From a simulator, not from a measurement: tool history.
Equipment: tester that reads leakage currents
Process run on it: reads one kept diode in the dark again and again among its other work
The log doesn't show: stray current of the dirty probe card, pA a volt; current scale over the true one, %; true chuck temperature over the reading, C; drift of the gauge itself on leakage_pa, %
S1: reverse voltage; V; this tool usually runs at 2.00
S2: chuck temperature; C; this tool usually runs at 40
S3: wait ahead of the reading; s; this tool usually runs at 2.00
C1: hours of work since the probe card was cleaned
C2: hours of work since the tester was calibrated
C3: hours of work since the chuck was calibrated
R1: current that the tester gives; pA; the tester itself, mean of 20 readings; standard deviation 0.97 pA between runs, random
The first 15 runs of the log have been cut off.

{"run": 16, "day": 49.821, "S1": 2.0, "S2": 40, "S3": 2.0, "C1": 128, "C2": 1274, "C3": 109, "R1": 332.82}
{"run": 17, "day": 53.971, "S1": 2.0, "S2": 53, "S3": 2.0, "C1": 174, "C2": 1320, "C3": 155, "R1": 872.32}
{"run": 18, "day": 56.229, "S1": 2.0, "S2": 53, "S3": 2.0, "C1": 199, "C2": 1345, "C3": 180, "R1": 867.15}
{"run": 19, "day": 58.908, "S1": 2.0, "S2": 40, "S3": 2.0, "C1": 229, "C2": 1374, "C3": 209, "R1": 337.17}
{"run": 20, "day": 62.575, "S1": 2.0, "S2": 40, "S3": 2.0, "C1": 269, "C2": 1415, "C3": 250, "R1": 338.83}
{"run": 21, "day": 65.612, "S1": 12.92, "S2": 46, "S3": 2.0, "C1": 303, "C2": 1448, "C3": 283, "R1": 1331.68}
{"run": 22, "day": 69.538, "S1": 12.92, "S2": 46, "S3": 2.35, "C1": 346, "C2": 1492, "C3": 327, "R1": 1332.54}
{"run": 23, "day": 71.8, "S1": 2.0, "S2": 40, "S3": 0.38, "C1": 371, "C2": 1517, "C3": 352, "R1": 348.98}
{"run": 24, "day": 73.746, "S1": 3.19, "S2": 34, "S3": 6.45, "C1": 393, "C2": 1538, "C3": 373, "R1": 275.34}
{"run": 25, "day": 76.179, "S1": 3.19, "S2": 34, "S3": 6.45, "C1": 419, "C2": 1565, "C3": 400, "R1": 274.62}
{"run": 26, "day": 78.083, "S1": 3.19, "S2": 34, "S3": 6.45, "C1": 440, "C2": 1586, "C3": 421, "R1": 277.15}
{"run": 27, "day": 80.958, "S1": 3.19, "S2": 34, "S3": 6.45, "C1": 472, "C2": 1618, "C3": 453, "R1": 277.08}
{"run": 28, "day": 85.338, "S1": 10.89, "S2": 23, "S3": 2.0, "C1": 521, "C2": 1666, "C3": 501, "R1": 217.6}
{"run": 29, "day": 87.354, "S1": 10.89, "S2": 23, "S3": 2.0, "C1": 543, "C2": 1688, "C3": 524, "R1": 219.32}
{"run": 30, "day": 89.504, "S1": 10.89, "S2": 23, "S3": 2.0, "C1": 567, "C2": 1712, "C3": 547, "R1": 221.15}
{"run": 31, "day": 92.733, "S1": 10.89, "S2": 23, "S3": 2.0, "C1": 602, "C2": 1748, "C3": 583, "R1": 224.22}
{"run": 32, "day": 96.233, "S1": 8.12, "S2": 57, "S3": 1.84, "C1": 641, "C2": 1787, "C3": 622, "R1": 2426.83}
{"run": 33, "day": 98.275, "S1": 5.84, "S2": 41, "S3": 1.84, "C1": 663, "C2": 1809, "C3": 644, "R1": 663.12}
{"run": 34, "day": 101.262, "S1": 15.61, "S2": 40, "S3": 0.78, "C1": 696, "C2": 1842, "C3": 677, "R1": 1005.43}
{"run": 35, "day": 104.45, "S1": 15.61, "S2": 40, "S3": 0.78, "C1": 732, "C2": 1877, "C3": 712, "R1": 1014.79}
{"run": 36, "day": 107.092, "S1": 15.61, "S2": 40, "S3": 0.78, "C1": 761, "C2": 1906, "C3": 742, "R1": 1019.72}
{"run": 37, "day": 110.217, "S1": 6.26, "S2": 27, "S3": 2.2, "C1": 795, "C2": 1941, "C3": 776, "R1": 240.98}
{"run": 38, "day": 114.121, "S1": 8.07, "S2": 25, "S3": 0.48, "C1": 839, "C2": 1984, "C3": 819, "R1": 240.97}
{"run": 39, "day": 116.442, "S1": 1.37, "S2": 36, "S3": 1.6, "C1": 864, "C2": 2010, "C3": 845, "R1": 230.73}

What if the next run were any one of these 4? Each begins from the tool's condition after run 39:
{"day": 118.083, "done": "chuck's temperature calibrated"}
{"run": "A", "day": 119.396, "S1": 1.37, "S2": 49, "S3": 1.6, "C1": 896, "C2": 2041, "C3": 14, "R1": "?"}
{"day": 118.083, "done": "chuck's temperature calibrated"}
{"run": "B", "day": 119.396, "S1": 1.31, "S2": 30, "S3": 1.6, "C1": 896, "C2": 2041, "C3": 14, "R1": "?"}
{"day": 118.083, "done": "chuck's temperature calibrated"}
{"run": "C", "day": 119.396, "S1": 12.87, "S2": 31, "S3": 1.65, "C1": 896, "C2": 2041, "C3": 14, "R1": "?"}
{"day": 118.083, "done": "chuck's temperature calibrated"}
{"run": "D", "day": 119.396, "S1": 1.37, "S2": 58, "S3": 1.6, "C1": 896, "C2": 2041, "C3": 14, "R1": "?"}

run=A R1=533.70
run=B R1=122.85
run=C R1=419.93
run=D R1=1002.80
Had the tool no hidden state, the same runs would have come out as:
run=A R1=528.38
run=B R1=119.59
run=C R1=390.97
run=D R1=995.05

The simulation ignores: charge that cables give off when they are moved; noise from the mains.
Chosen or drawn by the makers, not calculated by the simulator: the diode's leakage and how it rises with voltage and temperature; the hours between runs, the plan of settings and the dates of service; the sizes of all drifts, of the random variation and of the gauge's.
